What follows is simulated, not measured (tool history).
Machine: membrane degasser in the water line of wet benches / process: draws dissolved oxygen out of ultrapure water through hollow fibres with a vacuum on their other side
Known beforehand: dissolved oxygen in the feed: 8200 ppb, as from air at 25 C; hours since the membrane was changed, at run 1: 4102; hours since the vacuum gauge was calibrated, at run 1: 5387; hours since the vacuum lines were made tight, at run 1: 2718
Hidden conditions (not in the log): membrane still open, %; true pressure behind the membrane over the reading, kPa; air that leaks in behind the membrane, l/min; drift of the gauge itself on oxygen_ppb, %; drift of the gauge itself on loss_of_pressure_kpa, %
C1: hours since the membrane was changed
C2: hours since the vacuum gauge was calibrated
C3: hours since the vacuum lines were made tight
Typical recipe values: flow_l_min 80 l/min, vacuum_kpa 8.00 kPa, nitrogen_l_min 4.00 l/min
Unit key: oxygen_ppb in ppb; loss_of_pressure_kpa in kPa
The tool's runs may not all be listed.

{"run": 1, "hour": 0.0, "flow_l_min": 80, "vacuum_kpa": 8.0, "nitrogen_l_min": 4.0, "C1": 4102, "C2": 5387, "C3": 2718, "oxygen_ppb": 275.5, "loss_of_pressure_kpa": 71.69}
{"run": 2, "hour": 146.8, "flow_l_min": 80, "vacuum_kpa": 8.0, "nitrogen_l_min": 4.0, "C1": 4249, "C2": 5534, "C3": 2865, "oxygen_ppb": 281.3, "loss_of_pressure_kpa": 72.53}
{"run": 3, "hour": 237.1, "flow_l_min": 80, "vacuum_kpa": 8.0, "nitrogen_l_min": 4.0, "C1": 4339, "C2": 5624, "C3": 2955, "oxygen_ppb": 281.3, "loss_of_pressure_kpa": 72.09}
{"run": 4, "hour": 387.4, "flow_l_min": 61, "vacuum_kpa": 8.0, "nitrogen_l_min": 4.0, "C1": 4489, "C2": 5775, "C3": 3106, "oxygen_ppb": 195.0, "loss_of_pressure_kpa": 55.24}
{"run": 5, "hour": 481.0, "flow_l_min": 61, "vacuum_kpa": 8.0, "nitrogen_l_min": 4.0, "C1": 4583, "C2": 5868, "C3": 3199, "oxygen_ppb": 198.5, "loss_of_pressure_kpa": 54.85}
{"run": 6, "hour": 620.9, "flow_l_min": 61, "vacuum_kpa": 8.0, "nitrogen_l_min": 4.0, "C1": 4723, "C2": 6008, "C3": 3339, "oxygen_ppb": 196.4, "loss_of_pressure_kpa": 55.23}
{"run": 7, "hour": 694.1, "flow_l_min": 80, "vacuum_kpa": 8.0, "nitrogen_l_min": 4.0, "C1": 4796, "C2": 6081, "C3": 3412, "oxygen_ppb": 280.7, "loss_of_pressure_kpa": 72.56}
{"run": 8, "hour": 789.4, "flow_l_min": 80, "vacuum_kpa": 8.0, "nitrogen_l_min": 4.0, "C1": 4891, "C2": 6177, "C3": 3508, "oxygen_ppb": 283.2, "loss_of_pressure_kpa": 72.7}
{"run": 9, "hour": 876.1, "flow_l_min": 80, "vacuum_kpa": 18.45, "nitrogen_l_min": 4.0, "C1": 4978, "C2": 6263, "C3": 3594, "oxygen_ppb": 709.1, "loss_of_pressure_kpa": 72.91}
{"run": 10, "hour": 986.7, "flow_l_min": 80, "vacuum_kpa": 18.45, "nitrogen_l_min": 4.0, "C1": 5088, "C2": 6374, "C3": 3705, "oxygen_ppb": 696.9, "loss_of_pressure_kpa": 72.61}
{"run": 11, "hour": 1102.5, "flow_l_min": 80, "vacuum_kpa": 18.45, "nitrogen_l_min": 4.0, "C1": 5204, "C2": 6490, "C3": 3821, "oxygen_ppb": 714.4, "loss_of_pressure_kpa": 72.8}
{"run": 12, "hour": 1188.5, "flow_l_min": 80, "vacuum_kpa": 18.45, "nitrogen_l_min": 2.03, "C1": 5290, "C2": 6576, "C3": 3907, "oxygen_ppb": 1151.1, "loss_of_pressure_kpa": 72.61}
{"run": 13, "hour": 1310.1, "flow_l_min": 80, "vacuum_kpa": 8.0, "nitrogen_l_min": 4.0, "C1": 5412, "C2": 6697, "C3": 4028, "oxygen_ppb": 284.8, "loss_of_pressure_kpa": 73.46}
{"run": 14, "hour": 1397.9, "flow_l_min": 80, "vacuum_kpa": 8.0, "nitrogen_l_min": 4.0, "C1": 5500, "C2": 6785, "C3": 4116, "oxygen_ppb": 286.0, "loss_of_pressure_kpa": 72.79}
{"run": 15, "hour": 1522.3, "flow_l_min": 80, "vacuum_kpa": 8.0, "nitrogen_l_min": 4.0, "C1": 5624, "C2": 6910, "C3": 4240, "oxygen_ppb": 285.0, "loss_of_pressure_kpa": 73.26}
{"run": 16, "hour": 1592.5, "flow_l_min": 80, "vacuum_kpa": 8.0, "nitrogen_l_min": 4.0, "C1": 5694, "C2": 6980, "C3": 4311, "oxygen_ppb": 290.7, "loss_of_pressure_kpa": 73.36}
{"run": 17, "hour": 1694.7, "flow_l_min": 122, "vacuum_kpa": 8.0, "nitrogen_l_min": 7.92, "C1": 5796, "C2": 7082, "C3": 4413, "oxygen_ppb": 446.4, "loss_of_pressure_kpa": 112.53}
{"run": 18, "hour": 1834.2, "flow_l_min": 80, "vacuum_kpa": 15.52, "nitrogen_l_min": 4.66, "C1": 5936, "C2": 7221, "C3": 4552, "oxygen_ppb": 528.1, "loss_of_pressure_kpa": 73.18}
{"run": 19, "hour": 1960.3, "flow_l_min": 87, "vacuum_kpa": 8.18, "nitrogen_l_min": 8.09, "C1": 6062, "C2": 7348, "C3": 4678, "oxygen_ppb": 220.2, "loss_of_pressure_kpa": 79.92}
{"run": 20, "hour": 2089.0, "flow_l_min": 87, "vacuum_kpa": 8.18, "nitrogen_l_min": 8.09, "C1": 6191, "C2": 7476, "C3": 4807, "oxygen_ppb": 217.8, "loss_of_pressure_kpa": 80.21}
{"run": 21, "hour": 2178.6, "flow_l_min": 87, "vacuum_kpa": 8.18, "nitrogen_l_min": 8.09, "C1": 6280, "C2": 7566, "C3": 4897, "oxygen_ppb": 222.1, "loss_of_pressure_kpa": 79.65}
{"run": 22, "hour": 2295.0, "flow_l_min": 87, "vacuum_kpa": 8.18, "nitrogen_l_min": 8.09, "C1": 6397, "C2": 7682, "C3": 5013, "oxygen_ppb": 217.7, "loss_of_pressure_kpa": 80.4}
{"run": 23, "hour": 2380.6, "flow_l_min": 53, "vacuum_kpa": 9.35, "nitrogen_l_min": 4.0, "C1": 6482, "C2": 7768, "C3": 5099, "oxygen_ppb": 214.6, "loss_of_pressure_kpa": 49.07}
{"run": 24, "hour": 2489.4, "flow_l_min": 53, "vacuum_kpa": 9.35, "nitrogen_l_min": 4.0, "C1": 6591, "C2": 7877, "C3": 5208, "oxygen_ppb": 211.3, "loss_of_pressure_kpa": 49.05}
{"run": 25, "hour": 2565.8, "flow_l_min": 62, "vacuum_kpa": 16.64, "nitrogen_l_min": 8.7, "C1": 6668, "C2": 7953, "C3": 5284, "oxygen_ppb": 249.0, "loss_of_pressure_kpa": 57.36}
{"run": 26, "hour": 2717.0, "flow_l_min": 62, "vacuum_kpa": 16.64, "nitrogen_l_min": 8.7, "C1": 6819, "C2": 8104, "C3": 5435, "oxygen_ppb": 253.6, "loss_of_pressure_kpa": 57.49}
{"hour": 2743.4, "done": "seals of the vacuum lines changed"}
{"run": 27, "hour": 2835.2, "flow_l_min": 62, "vacuum_kpa": 16.64, "nitrogen_l_min": 8.7, "C1": 6935, "C2": 8220, "C3": 92, "oxygen_ppb": 253.8, "loss_of_pressure_kpa": 57.31}
{"hour": 2894.7, "done": "vacuum gauge calibrated"}
{"run": 28, "hour": 2952.2, "flow_l_min": 125, "vacuum_kpa": 12.72, "nitrogen_l_min": 9.72, "C1": 7051, "C2": 58, "C3": 208, "oxygen_ppb": 562.8, "loss_of_pressure_kpa": 116.1}
{"run": 29, "hour": 3052.5, "flow_l_min": 125, "vacuum_kpa": 12.72, "nitrogen_l_min": 9.72, "C1": 7152, "C2": 158, "C3": 309, "oxygen_ppb": 550.9, "loss_of_pressure_kpa": 116.38}
{"run": 30, "hour": 3206.6, "flow_l_min": 125, "vacuum_kpa": 10.86, "nitrogen_l_min": 11.26, "C1": 7306, "C2": 312, "C3": 463, "oxygen_ppb": 480.4, "loss_of_pressure_kpa": 116.17}
{"run": 31, "hour": 3280.8, "flow_l_min": 117, "vacuum_kpa": 4.81, "nitrogen_l_min": 4.0, "C1": 7380, "C2": 386, "C3": 537, "oxygen_ppb": 343.2, "loss_of_pressure_kpa": 108.82}
{"run": 32, "hour": 3361.3, "flow_l_min": 117, "vacuum_kpa": 4.81, "nitrogen_l_min": 4.0, "C1": 7461, "C2": 467, "C3": 617, "oxygen_ppb": 341.5, "loss_of_pressure_kpa": 108.64}

Each run again, without the hidden state but with its own random variation kept:
run=1 oxygen_ppb=246.0 loss_of_pressure_kpa=68.69
run=2 oxygen_ppb=250.3 loss_of_pressure_kpa=69.39
run=3 oxygen_ppb=249.8 loss_of_pressure_kpa=68.90
run=4 oxygen_ppb=174.3 loss_of_pressure_kpa=52.70
run=5 oxygen_ppb=177.2 loss_of_pressure_kpa=52.27
run=6 oxygen_ppb=174.8 loss_of_pressure_kpa=52.56
run=7 oxygen_ppb=246.8 loss_of_pressure_kpa=69.03
run=8 oxygen_ppb=248.4 loss_of_pressure_kpa=69.08
run=9 oxygen_ppb=676.2 loss_of_pressure_kpa=69.22
run=10 oxygen_ppb=664.1 loss_of_pressure_kpa=68.86
run=11 oxygen_ppb=680.1 loss_of_pressure_kpa=68.98
run=12 oxygen_ppb=1104.8 loss_of_pressure_kpa=68.71
run=13 oxygen_ppb=247.0 loss_of_pressure_kpa=69.45
run=14 oxygen_ppb=247.5 loss_of_pressure_kpa=68.73
run=15 oxygen_ppb=245.9 loss_of_pressure_kpa=69.09
run=16 oxygen_ppb=250.5 loss_of_pressure_kpa=69.14
run=17 oxygen_ppb=376.4 loss_of_pressure_kpa=105.92
run=18 oxygen_ppb=491.9 loss_of_pressure_kpa=68.78
run=19 oxygen_ppb=183.7 loss_of_pressure_kpa=75.02
run=20 oxygen_ppb=181.2 loss_of_pressure_kpa=75.18
run=21 oxygen_ppb=184.3 loss_of_pressure_kpa=74.58
run=22 oxygen_ppb=179.9 loss_of_pressure_kpa=75.20
run=23 oxygen_ppb=191.3 loss_of_pressure_kpa=45.85
run=24 oxygen_ppb=188.1 loss_of_pressure_kpa=45.79
run=25 oxygen_ppb=231.7 loss_of_pressure_kpa=53.47
run=26 oxygen_ppb=235.5 loss_of_pressure_kpa=53.52
run=27 oxygen_ppb=236.2 loss_of_pressure_kpa=53.28
run=28 oxygen_ppb=499.1 loss_of_pressure_kpa=107.81
run=29 oxygen_ppb=487.3 loss_of_pressure_kpa=107.95
run=30 oxygen_ppb=413.7 loss_of_pressure_kpa=107.59
run=31 oxygen_ppb=282.4 loss_of_pressure_kpa=100.69
run=32 oxygen_ppb=280.1 loss_of_pressure_kpa=100.47
